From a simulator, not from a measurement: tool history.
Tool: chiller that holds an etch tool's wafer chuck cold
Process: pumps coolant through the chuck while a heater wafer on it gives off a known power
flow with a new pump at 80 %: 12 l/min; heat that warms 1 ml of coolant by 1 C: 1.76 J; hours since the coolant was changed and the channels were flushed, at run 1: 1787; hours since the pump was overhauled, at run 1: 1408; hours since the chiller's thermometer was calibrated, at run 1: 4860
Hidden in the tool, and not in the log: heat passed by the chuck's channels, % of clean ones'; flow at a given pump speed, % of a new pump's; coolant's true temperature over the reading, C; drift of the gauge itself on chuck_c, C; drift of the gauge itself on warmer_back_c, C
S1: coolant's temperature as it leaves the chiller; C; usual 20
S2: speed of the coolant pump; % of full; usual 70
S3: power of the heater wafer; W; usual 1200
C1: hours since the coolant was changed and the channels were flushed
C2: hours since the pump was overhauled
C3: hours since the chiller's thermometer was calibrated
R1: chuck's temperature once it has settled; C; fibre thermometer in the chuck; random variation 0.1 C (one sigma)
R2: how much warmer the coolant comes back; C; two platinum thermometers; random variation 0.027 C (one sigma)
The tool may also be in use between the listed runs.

| run | day | S1 | S2 | S3 | C1 | C2 | C3 | R1 | R2 |
|---|---|---|---|---|---|---|---|---|---|
| 1 | 0 | 20 | 70 | 1200 | 1787 | 1408 | 4860 | 29.5 | 4.02 |
| 2 | 2.254 | 20 | 70 | 1200 | 1841 | 1462 | 4914 | 29.4 | 4.01 |
| 3 | 4.862 | 20 | 70 | 1200 | 1904 | 1525 | 4977 | 29.5 | 4.04 |
| 4 | 8.596 | 20 | 70 | 1200 | 1993 | 1614 | 5066 | 29.4 | 3.98 |
| 5 | 12.454 | 13 | 70 | 1200 | 2086 | 1707 | 5159 | 22.4 | 4 |
| 6 | 14.862 | 20 | 70 | 756 | 2144 | 1765 | 5217 | 25.9 | 2.49 |
| 7 | 18.221 | 20 | 70 | 756 | 2224 | 1845 | 5297 | 25.8 | 2.56 |
| 8 | 23.15 | 20 | 70 | 749 | 2343 | 1964 | 5415 | 25.9 | 2.52 |
| 9 | 27.096 | 20 | 94 | 1200 | 2437 | 2058 | 5510 | 27.9 | 2.99 |
| 10 | 30.542 | 20 | 88 | 1200 | 2520 | 2141 | 5593 | 28.3 | 3.2 |
| 11 | 33.912 | 20 | 88 | 1200 | 2601 | 2222 | 5674 | 28.4 | 3.24 |
|  | 36.196 | chiller's thermometer calibrated |
| 12 | 38.883 | 20 | 88 | 1200 | 2719 | 2340 | 64 | 28.6 | 3.19 |
| 13 | 42.983 | 20 | 88 | 1200 | 2818 | 2439 | 163 | 28.6 | 3.23 |
| 14 | 45.912 | 20 | 88 | 1200 | 2888 | 2509 | 233 | 28.6 | 3.25 |
| 15 | 48.283 | 20 | 88 | 1200 | 2945 | 2566 | 290 | 28.7 | 3.2 |
| 16 | 51.429 | 20 | 88 | 1200 | 3020 | 2641 | 366 | 28.7 | 3.23 |
| 17 | 56.379 | 20 | 88 | 1200 | 3139 | 2760 | 484 | 28.7 | 3.23 |
| 18 | 60.438 | 14 | 77 | 1756 | 3237 | 2858 | 582 | 27.9 | 5.44 |
| 19 | 65.333 | 23 | 65 | 1450 | 3354 | 2975 | 699 | 35.9 | 5.35 |
| 20 | 69.5 | 27 | 65 | 643 | 3454 | 3075 | 799 | 32.6 | 2.34 |
| 21 | 73.654 | 30 | 72 | 1235 | 3554 | 3175 | 899 | 40.4 | 4.14 |
| 22 | 76.767 | 13 | 64 | 894 | 3628 | 3249 | 974 | 21.1 | 3.36 |
| 23 | 81.888 | 13 | 70 | 672 | 3751 | 3372 | 1097 | 18.7 | 2.3 |
| 24 | 84.212 | 13 | 70 | 941 | 3807 | 3428 | 1152 | 21 | 3.26 |
| 25 | 89.058 | 13 | 75 | 863 | 3923 | 3544 | 1269 | 20 | 2.78 |
| 26 | 91.45 | 20 | 87 | 1200 | 3981 | 3602 | 1326 | 29.1 | 3.32 |
| 27 | 96.108 | 20 | 64 | 1078 | 4093 | 3714 | 1438 | 29.8 | 4.06 |
| 28 | 99.517 | 20 | 87 | 1078 | 4174 | 3795 | 1520 | 28.2 | 3.01 |
| 29 | 101.733 | 16 | 68 | 1529 | 4228 | 3849 | 1573 | 29.7 | 5.42 |
| 30 | 104.4 | 16 | 68 | 1529 | 4292 | 3913 | 1637 | 29.7 | 5.49 |
| 31 | 108.9 | 26 | 68 | 1024 | 4400 | 4021 | 1745 | 35 | 3.68 |

Some steps in R1 between neighbouring runs. How much of each would the tool show without its hidden state too (settings, what came in, random variation), and how much is left for the hidden state, with any gauge scatter that isn't in both results?
Run 18 -> 19: S1 14 -> 23, S2 77 -> 65, S3 1756 -> 1450. R1 +8 C: hidden state +0, all else +8.
Run 19 -> 20: S1 23 -> 27, S3 1450 -> 643. R1 -3.3 C: hidden state -0.7, all else -2.6.
Run 21 -> 22: S1 30 -> 13, S2 72 -> 64, S3 1235 -> 894. R1 -19.3 C: hidden state -0.2, all else -19.1.
Run 25 -> 26: S1 13 -> 20, S2 75 -> 87, S3 863 -> 1200. R1 +9.1 C: hidden state +0.2, all else +8.9.
Run 28 -> 29: S1 20 -> 16, S2 87 -> 68, S3 1078 -> 1529. R1 +1.5 C: hidden state +0.7, all else +0.8.
Run 30 -> 31: S1 16 -> 26, S3 1529 -> 1024. R1 +5.3 C: hidden state -0.6, all else +5.9.
